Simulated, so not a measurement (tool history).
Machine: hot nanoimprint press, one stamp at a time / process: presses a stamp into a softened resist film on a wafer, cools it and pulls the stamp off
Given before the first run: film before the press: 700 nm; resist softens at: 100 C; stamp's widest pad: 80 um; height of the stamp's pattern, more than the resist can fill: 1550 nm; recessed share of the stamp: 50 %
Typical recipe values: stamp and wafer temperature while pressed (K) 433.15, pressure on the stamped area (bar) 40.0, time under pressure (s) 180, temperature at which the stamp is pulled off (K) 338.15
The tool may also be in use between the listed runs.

run	hour	stamp and wafer temperature while pressed (K)	pressure on the stamped area (bar)	time under pressure (s)	temperature at which the stamp is pulled off (K)	resist left under the stamp's widest pad (Å)	greatest force while the stamp is pulled off (N)
1	0.0	433.15	40.0	180	338.15	3036	165
2	61.6	433.15	40.0	180	338.15	3010	173
3	103.6	433.15	40.0	180	338.15	3057	174
4	135.3	433.15	40.0	180	338.15	3024	177
5	166.1	433.15	40.0	180	338.15	3028	180
6	222.3	433.15	40.0	164	338.15	3224	191
7	269.3	433.15	40.0	164	338.15	3216	204
# hour 295.3: stamp cleaned and given a new release coat
8	329.4	433.15	40.0	164	338.15	3254	134
9	361.1	433.15	40.0	180	338.15	3112	138
10	414.3	433.15	40.0	180	338.15	3172	147
11	450.3	433.15	40.0	180	334.15	3185	157
12	505.1	433.15	40.0	180	334.15	3192	165
13	562.9	433.15	40.0	180	338.15	3202	164
14	627.3	433.15	40.0	296	338.15	2626	174
15	656.3	433.15	29.8	296	338.15	2980	175
16	720.9	433.15	29.8	296	338.15	2993	194
17	752.4	436.15	61.8	250	344.15	2016	183
18	782.8	436.15	61.8	250	342.15	2000	198
# hour 823.3: stamp cleaned and given a new release coat
19	832.1	436.15	61.8	250	342.15	2038	127
20	895.0	427.15	40.0	180	344.15	4458	136
21	959.4	440.15	61.0	301	338.15	1506	150
22	994.0	440.15	61.0	301	338.15	1498	159
# hour 1000.0: plate thermocouple calibrated
23	1023.4	424.15	34.8	180	338.15	4993	148
24	1061.4	424.15	34.8	180	338.15	4956	162
25	1097.3	421.15	34.8	180	329.15	5480	175
26	1145.0	438.15	40.0	94	330.15	3122	185
27	1175.6	429.15	38.1	155	330.15	4120	193
28	1204.4	429.15	38.1	155	330.15	4134	186
29	1252.0	423.15	51.5	180	338.15	4786	186
30	1316.2	423.15	51.5	180	338.15	4793	199

What if the next run were any one of these 3? Each begins from the tool's condition after run 30:
A	1343.9	433.15	58.1	180	323.15	?	?
B	1343.9	433.15	40.0	180	341.15	?	?
C	1343.9	433.15	32.4	143	338.15	?	?

run	resist left under the stamp's widest pad (Å)	greatest force while the stamp is pulled off (N)
A	2778	232
B	3210	199
C	3740	196
The same runs, with their run-to-run variation unchanged, on a tool lacking any hidden condition would have given:
run	resist left under the stamp's widest pad (Å)	greatest force while the stamp is pulled off (N)
A	2541	147
B	2987	126
C	3521	124

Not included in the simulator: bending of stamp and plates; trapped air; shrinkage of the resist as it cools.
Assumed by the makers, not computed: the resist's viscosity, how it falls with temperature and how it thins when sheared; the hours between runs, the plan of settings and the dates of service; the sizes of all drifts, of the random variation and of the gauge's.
